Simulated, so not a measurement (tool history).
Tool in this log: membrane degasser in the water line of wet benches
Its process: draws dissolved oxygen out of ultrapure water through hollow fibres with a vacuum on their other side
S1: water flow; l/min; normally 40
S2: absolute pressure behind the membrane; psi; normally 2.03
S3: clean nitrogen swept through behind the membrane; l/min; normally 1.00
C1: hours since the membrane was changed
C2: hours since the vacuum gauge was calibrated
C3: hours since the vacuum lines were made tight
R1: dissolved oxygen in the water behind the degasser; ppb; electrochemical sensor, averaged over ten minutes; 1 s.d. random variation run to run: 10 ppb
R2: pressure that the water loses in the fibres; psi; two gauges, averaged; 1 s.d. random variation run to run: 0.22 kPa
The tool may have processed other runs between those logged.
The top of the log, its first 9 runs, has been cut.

run	hour	S1	S2	S3	C1	C2	C3	R1	R2
# hour 311.6: seals of the vacuum lines changed
10	346.6	40	2.03	1.00	1821	1102	35	1018.6	8.092
11	378.4	40	2.03	1.00	1853	1134	67	1019.5	8.042
12	405.4	40	2.03	1.00	1880	1161	94	1024.5	8.052
13	432.3	40	3.32	1.00	1907	1188	121	1570.8	8.013
14	467.7	40	3.32	1.00	1942	1223	156	1533.4	8.050
15	505.3	40	3.32	1.00	1980	1261	194	1561.1	8.015
16	533.6	40	3.32	1.00	2008	1289	222	1561.9	8.008
17	564.4	40	3.32	1.00	2039	1320	253	1555.5	8.050
18	607.0	40	1.46	1.00	2082	1362	295	756.0	8.042
19	652.6	37	1.46	1.13	2127	1408	341	651.2	7.411
20	684.9	37	1.46	1.13	2159	1440	373	648.6	7.374
21	738.3	38	2.03	1.14	2213	1494	427	897.3	7.613
22	790.0	59	2.03	1.14	2265	1545	478	1392.9	11.786
23	825.1	56	1.44	2.85	2300	1580	514	748.0	11.248
24	853.2	56	1.44	2.85	2328	1609	542	755.6	11.166
25	882.9	56	1.44	2.85	2357	1638	571	740.1	11.206

Forecast run 26:
26	922.3	56	1.44	2.85	2397	1678	611	?	?

Run 26 came out at R1 762.4 ppb, R2 11.191 psi.
If the tool had no hidden condition, the same run with the same run-to-run variation would have returned R1 762.1 ppb, R2 11.327 psi.

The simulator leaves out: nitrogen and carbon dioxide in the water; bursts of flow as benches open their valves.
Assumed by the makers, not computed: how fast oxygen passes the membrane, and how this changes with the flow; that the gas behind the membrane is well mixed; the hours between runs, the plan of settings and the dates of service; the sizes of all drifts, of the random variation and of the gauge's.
